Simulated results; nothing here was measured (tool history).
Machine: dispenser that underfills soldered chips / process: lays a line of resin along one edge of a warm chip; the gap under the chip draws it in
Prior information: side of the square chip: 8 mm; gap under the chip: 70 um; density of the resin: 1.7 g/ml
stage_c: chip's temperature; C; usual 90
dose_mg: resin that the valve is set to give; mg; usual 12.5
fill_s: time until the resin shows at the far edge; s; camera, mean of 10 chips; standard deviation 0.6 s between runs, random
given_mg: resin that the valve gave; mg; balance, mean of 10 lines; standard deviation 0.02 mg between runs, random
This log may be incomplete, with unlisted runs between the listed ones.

run,hour,stage_c,dose_mg,fill_s,given_mg
1,0.0,90,12.5,71.7,12.40
2,6.7,76,12.5,179.0,12.36
# hour 10.5: new syringe of resin
3,14.7,76,12.5,109.8,12.38
4,21.7,76,15.4,147.6,15.21
# hour 29.1: new syringe of resin
5,30.2,76,15.4,92.4,15.18
6,35.3,76,15.4,118.8,15.18
7,45.2,76,15.4,186.3,15.18
# hour 47.2: new syringe of resin
8,51.7,90,13.8,61.5,13.55
9,59.4,90,12.5,89.0,12.25
# hour 65.4: new syringe of resin
10,70.8,90,12.5,63.9,12.23
11,79.7,90,12.5,99.3,12.23
# hour 83.5: new syringe of resin
12,85.7,90,12.5,54.0,12.21
13,96.6,90,10.9,92.3,10.57
# hour 101.5: new syringe of resin
14,107.2,93,11.1,56.3,10.73
15,112.2,90,12.5,77.7,12.10
16,116.9,100,13.5,64.0,13.08
# hour 119.5: new syringe of resin
17,122.3,100,13.5,37.9,13.02
# hour 124.2: dispensing valve cleaned and set on the balance
18,128.3,100,13.5,46.2,13.51
# hour 135.7: stage's temperature calibrated
19,137.7,90,15.9,107.0,15.88
# hour 139.9: new syringe of resin
20,143.6,102,15.8,36.4,15.77
21,152.1,77,11.8,158.1,11.73
# hour 157.9: new syringe of resin
22,157.9,77,11.8,91.1,11.78
23,164.7,77,11.8,122.2,11.76
24,172.7,77,11.8,180.2,11.69
# hour 176.5: new syringe of resin
25,178.6,91,12.4,54.3,12.28

Below are 5 alternative next runs, each starting from the tool's condition after run 25. Predict each:
A,184.6,94,13.7,?,?
B,184.6,76,14.4,?,?
C,184.6,90,13.3,?,?
D,184.6,87,12.5,?,?
E,184.6,80,11.3,?,?

run,fill_s,given_mg
A,63.7,13.56
B,134.2,14.20
C,74.1,13.15
D,84.2,12.35
E,114.4,11.19
With no hidden state in the tool, these same runs would have given:
run,fill_s,given_mg
A,43.8,13.72
B,92.4,14.37
C,50.8,13.31
D,57.8,12.50
E,78.6,11.32
